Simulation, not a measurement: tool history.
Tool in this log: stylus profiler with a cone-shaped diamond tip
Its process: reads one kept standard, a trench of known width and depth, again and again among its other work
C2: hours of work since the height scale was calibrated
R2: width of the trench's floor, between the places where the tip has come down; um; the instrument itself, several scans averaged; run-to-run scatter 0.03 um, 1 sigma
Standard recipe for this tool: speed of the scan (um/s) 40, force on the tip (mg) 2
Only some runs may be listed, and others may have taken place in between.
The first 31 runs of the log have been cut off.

Run 32, hour 2263.7: usual settings but speed of the scan (um/s) 41, force on the tip (mg) 0.77; scans with this tip 10133; C2 85. Result: depth of the trench (Å) 2007.7, R2 97.32 um.
Run 33, hour 2344.6: usual settings but speed of the scan (um/s) 16, force on the tip (mg) 0.79; scans with this tip 10457; C2 120. Result: depth of the trench (Å) 2011.2, R2 97.53 um.
Run 34, hour 2440.6: usual settings but speed of the scan (um/s) 28, force on the tip (mg) 3.23; scans with this tip 10841; C2 161. Result: depth of the trench (Å) 2022.5, R2 97.51 um.
Run 35, hour 2529.3: usual settings but speed of the scan (um/s) 28, force on the tip (mg) 3.23; scans with this tip 11196; C2 200. Result: depth of the trench (Å) 2023, R2 97.44 um.
Run 36, hour 2579.6: usual settings but speed of the scan (um/s) 28, force on the tip (mg) 3.23; scans with this tip 11398; C2 221. Result: depth of the trench (Å) 2025.7, R2 97.5 um.
Run 37, hour 2672.3: usual settings but speed of the scan (um/s) 64, force on the tip (mg) 4.52; scans with this tip 11769; C2 262. Result: depth of the trench (Å) 2031.6, R2 97.33 um.
Run 38, hour 2742: usual settings but speed of the scan (um/s) 21, force on the tip (mg) 4.75; scans with this tip 12048; C2 292. Result: depth of the trench (Å) 2033.8, R2 97.45 um.
Run 39, hour 2816.1: usual settings but speed of the scan (um/s) 11, force on the tip (mg) 1.33; scans with this tip 12344; C2 324. Result: depth of the trench (Å) 2015.6, R2 97.51 um.
Run 40, hour 2898.2: usual settings but speed of the scan (um/s) 11, force on the tip (mg) 1.33; scans with this tip 12673; C2 359. Result: depth of the trench (Å) 2017.1, R2 97.45 um.
Run 41, hour 2957.2: usual settings but speed of the scan (um/s) 37, force on the tip (mg) 1.33; scans with this tip 12909; C2 385. Result: depth of the trench (Å) 2017.7, R2 97.32 um.
Run 42, hour 3037.9: usual settings but speed of the scan (um/s) 30, force on the tip (mg) 0.73; scans with this tip 13232; C2 420. Result: depth of the trench (Å) 2011.1, R2 97.32 um.
Run 43, hour 3089.6: usual settings but speed of the scan (um/s) 21, force on the tip (mg) 0.7; scans with this tip 13439; C2 442. Result: depth of the trench (Å) 2011, R2 97.28 um.
Run 44, hour 3185.1: usual settings but speed of the scan (um/s) 83, force on the tip (mg) 0.8; scans with this tip 13821; C2 483. Result: depth of the trench (Å) 2014.7, R2 96.86 um.
Run 45, hour 3245.6: usual settings but speed of the scan (um/s) 26, force on the tip (mg) 2.05; scans with this tip 14064; C2 510. Result: depth of the trench (Å) 2021.6, R2 97.28 um.
Run 46, hour 3340.8: usual settings but speed of the scan (um/s) 26, force on the tip (mg) 2.05; scans with this tip 14445; C2 551. Result: depth of the trench (Å) 2020.2, R2 97.32 um.

Here are 4 independent what-if runs from the current tool condition. What would each one return?
Run A, hour 3419.5: usual settings but speed of the scan (um/s) 41, force on the tip (mg) 2.14; scans with this tip 14760; C2 585. Result: depth of the trench (Å) ?, R2 ?.
Run B, hour 3419.5: usual settings but speed of the scan (um/s) 19, force on the tip (mg) 1.09; scans with this tip 14760; C2 585. Result: depth of the trench (Å) ?, R2 ?.
Run C, hour 3419.5: usual settings but speed of the scan (um/s) 31, force on the tip (mg) 1.78; scans with this tip 14760; C2 585. Result: depth of the trench (Å) ?, R2 ?.
Run D, hour 3419.5: usual settings but speed of the scan (um/s) 17, force on the tip (mg) 4.35; scans with this tip 14760; C2 585. Result: depth of the trench (Å) ?, R2 ?.

run  depth of the trench (Å)     R2
  A                   2021.7  97.23
  B                   2016.4   97.3
  C                   2020.6  97.24
  D                   2030.2  97.34
With the hidden condition removed and each run's random variation left untouched, the same runs would have given:
run  depth of the trench (Å)     R2
  A                   2015.7  98.06
  B                   2010.5  98.13
  C                   2014.6  98.07
  D                   2024.2  98.17

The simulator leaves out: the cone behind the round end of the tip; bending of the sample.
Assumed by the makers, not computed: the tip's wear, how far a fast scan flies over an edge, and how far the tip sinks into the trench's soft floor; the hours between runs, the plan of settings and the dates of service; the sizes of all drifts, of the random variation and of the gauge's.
